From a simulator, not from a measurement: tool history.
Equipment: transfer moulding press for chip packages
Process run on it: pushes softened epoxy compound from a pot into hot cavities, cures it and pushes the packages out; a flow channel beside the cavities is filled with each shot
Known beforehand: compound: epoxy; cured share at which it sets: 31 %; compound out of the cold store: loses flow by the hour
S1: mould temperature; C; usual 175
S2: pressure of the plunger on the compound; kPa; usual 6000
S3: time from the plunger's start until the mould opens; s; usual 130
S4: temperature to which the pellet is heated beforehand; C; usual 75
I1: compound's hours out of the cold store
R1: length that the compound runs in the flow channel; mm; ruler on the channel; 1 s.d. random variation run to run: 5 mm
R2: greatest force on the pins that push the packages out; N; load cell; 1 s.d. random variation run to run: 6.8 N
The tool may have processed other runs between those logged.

Run 1, hour 0: usual settings; I1 46.8. Result: R1 472 mm, R2 306 N.
Run 2, hour 14.2: usual settings; I1 20.5. Result: R1 545 mm, R2 370 N.
Run 3, hour 28.3: usual settings; I1 24.3. Result: R1 520 mm, R2 419 N.
Run 4, hour 39: usual settings but S4 67 C; I1 43.1. Result: R1 480 mm, R2 446 N.
Run 5, hour 48.9: usual settings but S3 144 s; I1 10.6. Result: R1 557 mm, R2 438 N.
Run 6, hour 62.4: usual settings; I1 12. Result: R1 547 mm, R2 483 N.
At hour 71.3: cavities cleaned with cleaning compound and waxed.
Run 7, hour 72.6: usual settings; I1 29. Result: R1 507 mm, R2 290 N.
Run 8, hour 82.7: usual settings; I1 21.6. Result: R1 518 mm, R2 317 N.
Run 9, hour 93.8: usual settings but S4 82 C; I1 26.6. Result: R1 508 mm, R2 358 N.
At hour 97: mould's thermocouples calibrated.
Run 10, hour 109.7: usual settings but S4 82 C; I1 19.3. Result: R1 523 mm, R2 424 N.
Run 11, hour 117.7: usual settings but S4 82 C; I1 36.5. Result: R1 500 mm, R2 417 N.
Run 12, hour 125.8: usual settings but S4 82 C; I1 43.8. Result: R1 484 mm, R2 456 N.
Run 13, hour 134.9: usual settings but S4 82 C; I1 17.5. Result: R1 518 mm, R2 464 N.

Estimate the outcome of run 14 from the log above:
Run 14, hour 141.9: usual settings; I1 43.3. Result: R1 ?, R2 ?.

{"run 14": {"R1": 477, "R2": 474}}
With the hidden condition absent and the run-to-run variation left alone, this run would have shown R1 516 mm, R2 265 N.
